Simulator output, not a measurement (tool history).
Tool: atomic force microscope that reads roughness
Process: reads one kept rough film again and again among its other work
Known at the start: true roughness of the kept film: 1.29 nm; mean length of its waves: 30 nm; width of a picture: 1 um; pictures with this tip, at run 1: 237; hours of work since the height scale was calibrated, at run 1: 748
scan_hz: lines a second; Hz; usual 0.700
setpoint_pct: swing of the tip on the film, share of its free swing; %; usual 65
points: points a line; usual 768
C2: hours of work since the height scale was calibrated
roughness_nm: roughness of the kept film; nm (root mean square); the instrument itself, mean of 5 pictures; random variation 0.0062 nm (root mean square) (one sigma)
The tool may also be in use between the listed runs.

Run 1, hour 0.0: usual settings; pictures with this tip 237; C2 748. Result: roughness_nm 1.067 nm (root mean square).
Run 2, hour 13.2: usual settings; pictures with this tip 268; C2 758. Result: roughness_nm 1.052 nm (root mean square).
Run 3, hour 34.8: usual settings; pictures with this tip 320; C2 774. Result: roughness_nm 1.029 nm (root mean square).
At hour 36.8: new tip fitted.
Run 4, hour 50.9: usual settings; pictures with this tip 34; C2 786. Result: roughness_nm 1.163 nm (root mean square).
Run 5, hour 76.7: usual settings; pictures with this tip 95; C2 805. Result: roughness_nm 1.139 nm (root mean square).
Run 6, hour 90.0: usual settings; pictures with this tip 127; C2 815. Result: roughness_nm 1.104 nm (root mean square).
Run 7, hour 115.6: usual settings; pictures with this tip 188; C2 834. Result: roughness_nm 1.081 nm (root mean square).
Run 8, hour 131.4: usual settings; pictures with this tip 225; C2 846. Result: roughness_nm 1.060 nm (root mean square).
Run 9, hour 148.8: usual settings; pictures with this tip 266; C2 859. Result: roughness_nm 1.041 nm (root mean square).
Run 10, hour 168.7: usual settings; pictures with this tip 314; C2 874. Result: roughness_nm 1.016 nm (root mean square).
At hour 172.6: new tip fitted.
Run 11, hour 182.4: usual settings but points 296; pictures with this tip 23; C2 884. Result: roughness_nm 1.156 nm (root mean square).
Run 12, hour 196.0: usual settings; pictures with this tip 56; C2 894. Result: roughness_nm 1.153 nm (root mean square).
Run 13, hour 211.5: usual settings; pictures with this tip 93; C2 906. Result: roughness_nm 1.114 nm (root mean square).
At hour 214.5: height scale calibrated on a step standard.
Run 14, hour 225.4: usual settings; pictures with this tip 123; C2 8. Result: roughness_nm 1.110 nm (root mean square).
Run 15, hour 240.6: usual settings but scan_hz 0.807 Hz, setpoint_pct 57 %, points 899; pictures with this tip 159; C2 20. Result: roughness_nm 1.105 nm (root mean square).
Run 16, hour 252.1: usual settings but scan_hz 0.558 Hz, setpoint_pct 74 %, points 970; pictures with this tip 187; C2 28. Result: roughness_nm 1.075 nm (root mean square).
At hour 260.1: height scale calibrated on a step standard, once more.
Run 17, hour 273.2: usual settings; pictures with this tip 234; C2 10. Result: roughness_nm 1.066 nm (root mean square).
Run 18, hour 297.2: usual settings but scan_hz 0.677 Hz, setpoint_pct 78 %; pictures with this tip 292; C2 28. Result: roughness_nm 1.008 nm (root mean square).
At hour 310.7: new tip fitted.
Run 19, hour 324.7: usual settings but scan_hz 1.815 Hz, setpoint_pct 61 %, points 511; pictures with this tip 33; C2 48. Result: roughness_nm 1.154 nm (root mean square).
Run 20, hour 343.5: usual settings but scan_hz 1.815 Hz, setpoint_pct 61 %, points 511; pictures with this tip 78; C2 62. Result: roughness_nm 1.132 nm (root mean square).
Run 21, hour 359.1: usual settings but scan_hz 1.815 Hz, setpoint_pct 61 %, points 511; pictures with this tip 115; C2 74. Result: roughness_nm 1.109 nm (root mean square).
Run 22, hour 385.2: usual settings but scan_hz 1.208 Hz, setpoint_pct 78 %, points 538; pictures with this tip 177; C2 94. Result: roughness_nm 1.049 nm (root mean square).
Run 23, hour 399.1: usual settings but scan_hz 0.961 Hz, setpoint_pct 70 %; pictures with this tip 210; C2 104. Result: roughness_nm 1.062 nm (root mean square).
Run 24, hour 413.4: usual settings but scan_hz 0.961 Hz, setpoint_pct 70 %; pictures with this tip 244; C2 115. Result: roughness_nm 1.052 nm (root mean square).
Run 25, hour 434.7: usual settings but scan_hz 0.961 Hz, setpoint_pct 70 %; pictures with this tip 294; C2 131. Result: roughness_nm 1.021 nm (root mean square).

Hidden state at the last listed run before each entry between runs and at the first one after, where it differs:
Between runs 3 and 4: new tip fitted (hour 36.8)
  radius of the tip, nm: 37 -> 13.5; height scale over the true one, %: -0.81 -> -0.82
  measured less the result without the state, roughness_nm: -0.158 -> -0.032 nm (root mean square)
Between runs 10 and 11: new tip fitted (hour 172.6)
  radius of the tip, nm: 40.1 -> 13; height scale over the true one, %: -0.91 -> -0.92
  measured less the result without the state, roughness_nm: -0.175 -> -0.029 nm (root mean square)
Between runs 13 and 14: height scale calibrated on a step standard (hour 214.5)
  radius of the tip, nm: 19.6 -> 22.4; height scale over the true one, %: -0.95 -> -1.18
  measured less the result without the state, roughness_nm: -0.068 -> -0.089 nm (root mean square)
Between runs 16 and 17: height scale calibrated on a step standard, once more (hour 260.1)
  radius of the tip, nm: 28.2 -> 32.3; height scale over the true one, %: -1.2 -> -0.08
  measured less the result without the state, roughness_nm: -0.119 -> -0.128 nm (root mean square)
Between runs 18 and 19: new tip fitted (hour 310.7)
  radius of the tip, nm: 37.8 -> 13.3; height scale over the true one, %: -0.1 -> -0.12
  measured less the result without the state, roughness_nm: -0.153 -> -0.022 nm (root mean square)
